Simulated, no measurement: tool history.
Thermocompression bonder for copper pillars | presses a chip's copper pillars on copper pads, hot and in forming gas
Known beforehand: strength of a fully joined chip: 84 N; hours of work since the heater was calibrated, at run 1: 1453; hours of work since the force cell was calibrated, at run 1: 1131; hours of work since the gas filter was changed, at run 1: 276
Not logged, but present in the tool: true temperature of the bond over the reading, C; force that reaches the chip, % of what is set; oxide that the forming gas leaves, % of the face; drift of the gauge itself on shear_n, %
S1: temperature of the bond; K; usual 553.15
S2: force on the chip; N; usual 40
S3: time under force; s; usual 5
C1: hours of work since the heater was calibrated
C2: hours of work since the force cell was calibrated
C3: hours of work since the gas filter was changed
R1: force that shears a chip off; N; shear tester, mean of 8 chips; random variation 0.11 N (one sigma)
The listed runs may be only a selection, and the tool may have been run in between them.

run	day	S1	S2	S3	C1	C2	C3	R1
1	0	553.15	40	5	1453	1131	276	29.3
2	0.946	553.15	40	8	1468	1146	291	35.1
3	1.783	550.15	40	5	1482	1160	305	28.2
4	2.75	550.15	40	5	1498	1176	321	28.1
5	3.879	553.15	40	5	1517	1195	340	29.3
# day 4.967: forming gas filter changed
6	5	553.15	40	5	1535	1213	1	31.7
7	6.038	553.15	40	5	1552	1230	18	31.4
8	7.567	532.15	40	5	1577	1255	43	23.5
9	8.633	553.15	40	4	1595	1273	61	28.6
10	10.383	567.15	40	4	1624	1302	89	34
11	12.25	567.15	40	4	1655	1333	120	33.7
12	13.246	567.15	40	4	1671	1349	137	33.7
13	14.817	567.15	40	4	1697	1375	163	33.6
14	15.883	567.15	40	4	1715	1393	180	33.3
15	16.775	553.15	40	5	1729	1407	195	30.7
16	17.771	553.15	40	5	1746	1424	211	30.4
17	18.933	553.15	40	5	1765	1443	231	30.1
# day 20.404: heater calibrated with a thermocouple chip
18	20.75	553.15	40	5	6	1472	259	29.4
19	22.171	553.15	40	13	29	1495	283	41.4
20	23.121	553.15	40	13	45	1511	298	41.1
21	24.312	553.15	40	13	65	1530	318	41.2
22	25.221	533.15	56	8	80	1546	333	32.8
# day 26.729: forming gas filter changed
23	26.871	553.15	58	5	106	1572	2	39.2
24	28.062	553.15	58	5	126	1592	22	39
25	29.538	533.15	57	14	150	1616	46	43.4
26	30.938	533.15	57	14	174	1640	70	43.4
27	32.796	579.15	57	6	204	1670	100	52.7
28	34.067	579.15	57	6	225	1691	121	52.1
29	35.517	552.15	43	6	249	1715	145	34.1
30	36.321	552.15	47	6	263	1729	158	35.5
31	38.179	552.15	27	6	293	1759	189	25
32	39.312	577.15	42	7	312	1778	208	45.8
33	41.175	577.15	42	7	343	1809	239	45.3
34	42.333	581.15	40	7	362	1828	258	45.9
35	44.067	581.15	40	7	391	1856	286	45.6
36	45.879	563.15	40	12	420	1886	316	45.3
37	47.729	553.15	40	8	451	1917	347	35.1
# day 48.479: forming gas filter changed
38	48.571	553.15	40	8	465	1931	1	38.2
39	49.404	553.15	40	14	478	1944	15	45.9
40	50.583	568.15	53	4	498	1964	35	41.2
41	52.154	543.15	25	13	524	1990	61	30

Subtracting, for every run, the result it would have given without the tool's unlogged condition from the measured result gives the following. The same run-to-run variation enters both numbers; the gauge's scatter may not:
run	R1
1	+0.1
2	-0.1
3	+0
4	-0.1
5	-0.2
6	+2.2
7	+2.1
8	+1.8
9	+1.8
10	+1.8
11	+1.5
12	+1.5
13	+1.3
14	+1.2
15	+1.2
16	+1.1
17	+0.9
18	+0
19	-0.6
20	-0.7
21	-0.9
22	-0.5
23	+2.3
24	+2.1
25	+2.2
26	+2
27	+1.3
28	+1.1
29	+1.2
30	+1.1
31	+0.8
32	+0.5
33	+0.2
34	-0.1
35	-0.3
36	-0.5
37	-0.2
38	+2.9
39	+3.1
40	+2.7
41	+2.2
